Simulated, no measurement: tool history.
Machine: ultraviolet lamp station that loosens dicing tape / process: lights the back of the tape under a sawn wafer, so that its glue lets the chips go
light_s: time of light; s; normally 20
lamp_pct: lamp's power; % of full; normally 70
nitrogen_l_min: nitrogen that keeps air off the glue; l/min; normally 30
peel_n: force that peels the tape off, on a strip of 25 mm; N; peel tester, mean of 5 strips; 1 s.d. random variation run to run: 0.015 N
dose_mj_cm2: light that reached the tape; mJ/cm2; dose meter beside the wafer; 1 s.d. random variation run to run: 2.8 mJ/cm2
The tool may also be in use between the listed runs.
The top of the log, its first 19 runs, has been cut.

Run 20, hour 253.7: usual settings but light_s 27 s. Result: peel_n 0.471 N, dose_mj_cm2 460 mJ/cm2.
Run 21, hour 269.4: usual settings but light_s 27 s. Result: peel_n 0.510 N, dose_mj_cm2 458 mJ/cm2.
Run 22, hour 279.6: usual settings but light_s 13 s, lamp_pct 75 % of full, nitrogen_l_min 59 l/min. Result: peel_n 1.426 N, dose_mj_cm2 237 mJ/cm2.
Run 23, hour 290.2: usual settings but light_s 33 s, lamp_pct 88 % of full, nitrogen_l_min 20 l/min. Result: peel_n 0.224 N, dose_mj_cm2 701 mJ/cm2.
Run 24, hour 304.4: usual settings but light_s 13 s, lamp_pct 66 % of full, nitrogen_l_min 20 l/min. Result: peel_n 2.319 N, dose_mj_cm2 206 mJ/cm2.
Run 25, hour 314.3: usual settings but light_s 14 s, lamp_pct 62 % of full, nitrogen_l_min 20 l/min. Result: peel_n 2.331 N, dose_mj_cm2 205 mJ/cm2.
Run 26, hour 332.0: usual settings but lamp_pct 62 % of full, nitrogen_l_min 41 l/min. Result: peel_n 1.141 N, dose_mj_cm2 293 mJ/cm2.
Run 27, hour 350.1: usual settings but light_s 14 s, lamp_pct 64 % of full, nitrogen_l_min 12 l/min. Result: peel_n 2.641 N, dose_mj_cm2 209 mJ/cm2.
Run 28, hour 362.3: usual settings but light_s 11 s, lamp_pct 94 % of full, nitrogen_l_min 13 l/min. Result: peel_n 2.179 N, dose_mj_cm2 244 mJ/cm2.
Run 29, hour 378.3: usual settings but light_s 11 s, lamp_pct 94 % of full, nitrogen_l_min 13 l/min. Result: peel_n 2.186 N, dose_mj_cm2 241 mJ/cm2.
Run 30, hour 393.2: usual settings but light_s 16 s, lamp_pct 94 % of full, nitrogen_l_min 43 l/min. Result: peel_n 0.783 N, dose_mj_cm2 342 mJ/cm2.
Run 31, hour 410.8: usual settings but light_s 11 s, lamp_pct 80 % of full, nitrogen_l_min 43 l/min. Result: peel_n 1.933 N, dose_mj_cm2 201 mJ/cm2.
Run 32, hour 421.9: usual settings but light_s 11 s, lamp_pct 80 % of full, nitrogen_l_min 43 l/min. Result: peel_n 1.930 N, dose_mj_cm2 199 mJ/cm2.
Run 33, hour 435.6: usual settings but light_s 11 s, lamp_pct 80 % of full, nitrogen_l_min 32 l/min. Result: peel_n 2.201 N, dose_mj_cm2 198 mJ/cm2.
Run 34, hour 443.4: usual settings but light_s 23 s, lamp_pct 80 % of full, nitrogen_l_min 42 l/min. Result: peel_n 0.528 N, dose_mj_cm2 418 mJ/cm2.
Run 35, hour 456.2: usual settings but light_s 25 s, lamp_pct 87 % of full, nitrogen_l_min 24 l/min. Result: peel_n 0.461 N, dose_mj_cm2 488 mJ/cm2.
Run 36, hour 464.6: usual settings but light_s 25 s, lamp_pct 87 % of full, nitrogen_l_min 24 l/min. Result: peel_n 0.480 N, dose_mj_cm2 491 mJ/cm2.
Run 37, hour 480.2: usual settings but light_s 25 s, lamp_pct 87 % of full, nitrogen_l_min 24 l/min. Result: peel_n 0.473 N, dose_mj_cm2 483 mJ/cm2.
Run 38, hour 493.4: usual settings but light_s 25 s, lamp_pct 87 % of full, nitrogen_l_min 24 l/min. Result: peel_n 0.506 N, dose_mj_cm2 486 mJ/cm2.
Run 39, hour 511.0: usual settings but light_s 37 s, lamp_pct 97 % of full, nitrogen_l_min 24 l/min. Result: peel_n 0.169 N, dose_mj_cm2 784 mJ/cm2.
Run 40, hour 525.2: usual settings but light_s 37 s, lamp_pct 97 % of full, nitrogen_l_min 24 l/min. Result: peel_n 0.165 N, dose_mj_cm2 786 mJ/cm2.
Run 41, hour 542.3: usual settings but light_s 37 s, lamp_pct 97 % of full, nitrogen_l_min 24 l/min. Result: peel_n 0.171 N, dose_mj_cm2 784 mJ/cm2.
Run 42, hour 557.6: usual settings but lamp_pct 60 % of full, nitrogen_l_min 20 l/min. Result: peel_n 1.699 N, dose_mj_cm2 261 mJ/cm2.

Forecast each of these 4 alternatives for the next run:
Run A, hour 567.6: usual settings but nitrogen_l_min 41 l/min. Result: peel_n ?, dose_mj_cm2 ?.
Run B, hour 567.6: usual settings but light_s 27 s, lamp_pct 78 % of full. Result: peel_n ?, dose_mj_cm2 ?.
Run C, hour 567.6: usual settings but light_s 15 s, lamp_pct 60 % of full, nitrogen_l_min 20 l/min. Result: peel_n ?, dose_mj_cm2 ?.
Run D, hour 567.6: usual settings but nitrogen_l_min 45 l/min. Result: peel_n ?, dose_mj_cm2 ?.

run  peel_n  dose_mj_cm2
  A   1.078          301
  B   0.483          453
  C   2.501          194
  D   1.023          302
Without the tool's hidden state the same runs would have given:
run  peel_n  dose_mj_cm2
  A   0.657          384
  B   0.269          580
  C   1.844          249
  D   0.617          386

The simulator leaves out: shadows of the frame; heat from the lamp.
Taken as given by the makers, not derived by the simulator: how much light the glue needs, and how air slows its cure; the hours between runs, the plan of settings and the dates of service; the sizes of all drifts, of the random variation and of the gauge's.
